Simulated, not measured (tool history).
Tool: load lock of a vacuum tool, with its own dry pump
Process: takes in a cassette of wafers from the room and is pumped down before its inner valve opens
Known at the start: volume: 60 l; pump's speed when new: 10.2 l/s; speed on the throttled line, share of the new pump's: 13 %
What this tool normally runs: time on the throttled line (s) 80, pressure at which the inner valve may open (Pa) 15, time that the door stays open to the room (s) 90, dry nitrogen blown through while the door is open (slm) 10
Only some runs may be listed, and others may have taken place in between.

run	day	time on the throttled line (s)	pressure at which the inner valve may open (Pa)	time that the door stays open to the room (s)	dry nitrogen blown through while the door is open (slm)	incoming humidity of the room's air, %	time from the closed door until the inner valve may open (s)	rise of the pressure with all valves shut (Pa/min)
1	0.000	80	15	90	10	43.0	123.0	0.040
2	3.917	87	15	90	10	45.6	129.1	0.047
3	7.758	87	15	90	10	49.0	129.9	0.056
4	10.171	45	15	90	10	41.8	92.8	0.052
5	13.771	77	15	90	10	45.7	118.4	0.056
6	17.575	77	15	90	10	43.6	120.3	0.058
7	21.746	80	15	90	10	45.4	122.8	0.060
8	23.696	80	15	90	10	44.7	124.1	0.062
9	27.604	80	15	90	10	45.6	122.6	0.066
10	29.796	73	15	90	10	39.8	115.6	0.065
11	31.683	47	15	90	10	46.6	94.3	0.080
12	35.858	80	15	90	10	47.7	123.6	0.081
13	39.046	80	15	90	35	44.4	123.3	0.064
14	41.767	80	15	90	10	45.0	123.3	0.082
15	46.104	80	15	219	10	44.0	122.8	0.119
16	49.521	80	15	219	10	43.3	122.2	0.114
17	53.208	80	15	219	10	41.0	122.5	0.118
18	56.225	80	15	219	10	43.3	122.7	0.129
19	60.400	80	15	219	10	42.1	122.4	0.134
20	64.104	67	13	141	10	46.3	112.8	0.128
21	66.671	77	15	82	44	44.2	120.8	0.108
22	70.383	77	15	82	44	45.0	118.9	0.109
23	74.679	46	25	184	9	45.1	90.6	0.152
24	78.029	46	13	76	12	43.4	94.3	0.129
25	81.333	80	15	64	10	43.4	122.4	0.129
26	85.417	80	15	64	10	46.0	122.1	0.141
27	87.192	80	15	64	10	43.6	124.2	0.145
28	91.046	83	27	65	10	45.2	121.2	0.153
29	95.388	83	27	65	10	42.6	123.1	0.157
30	98.088	83	27	65	10	43.0	121.0	0.164
31	100.400	83	16	65	45	40.6	126.8	0.154
32	103.700	80	26	28	15	44.6	119.4	0.162
33	107.417	80	26	28	15	45.7	120.2	0.172
34	109.292	112	12	38	15	45.6	152.2	0.172
35	111.075	112	12	38	15	46.7	152.3	0.175
36	115.300	80	15	27	7	45.2	122.3	0.185
37	118.717	80	17	90	10	45.3	123.2	0.214

Below are 3 alternative next runs, each starting from the tool's condition after run 37. Predict each:
A	120.612	49	11	90	15	47.3	?	?
B	120.612	48	13	90	10	39.2	?	?
C	120.612	70	23	90	36	46.0	?	?

run	time from the closed door until the inner valve may open (s)	rise of the pressure with all valves shut (Pa/min)
A	99.2	0.216
B	96.6	0.208
C	112.1	0.205
Stripped of hidden state, with their random variation kept, the same runs would have yielded:
run	time from the closed door until the inner valve may open (s)	rise of the pressure with all valves shut (Pa/min)
A	97.0	0.038
B	94.4	0.034
C	110.3	0.029
